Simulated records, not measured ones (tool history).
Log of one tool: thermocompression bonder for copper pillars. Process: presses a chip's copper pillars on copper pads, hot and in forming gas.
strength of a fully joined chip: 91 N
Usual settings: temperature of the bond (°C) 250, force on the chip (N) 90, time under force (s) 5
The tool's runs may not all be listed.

run,hour,temperature of the bond (°C),force on the chip (N),time under force (s),force that shears a chip off (N)
1,0.0,250,90,5,34.9
2,33.2,250,90,5,34.4
# hour 59.5: forming gas filter changed
3,65.3,250,90,5,35.5
4,104.7,250,90,5,35.0
5,130.8,252,90,5,36.7
6,177.4,250,100,5,39.7
7,219.4,250,100,6,42.6
8,258.0,250,100,6,41.9
9,288.4,250,108,5,42.3
10,330.0,250,90,5,35.5
11,380.3,250,101,15,57.0
# hour 425.3: force cell calibrated
12,432.1,250,101,15,59.9

Run 13 comes next. What will it give?
13,487.5,242,89,9,?

Run 13 gave force that shears a chip off (N) 43.0.
Without the tool's hidden state the same run would have given force that shears a chip off (N) 40.9.
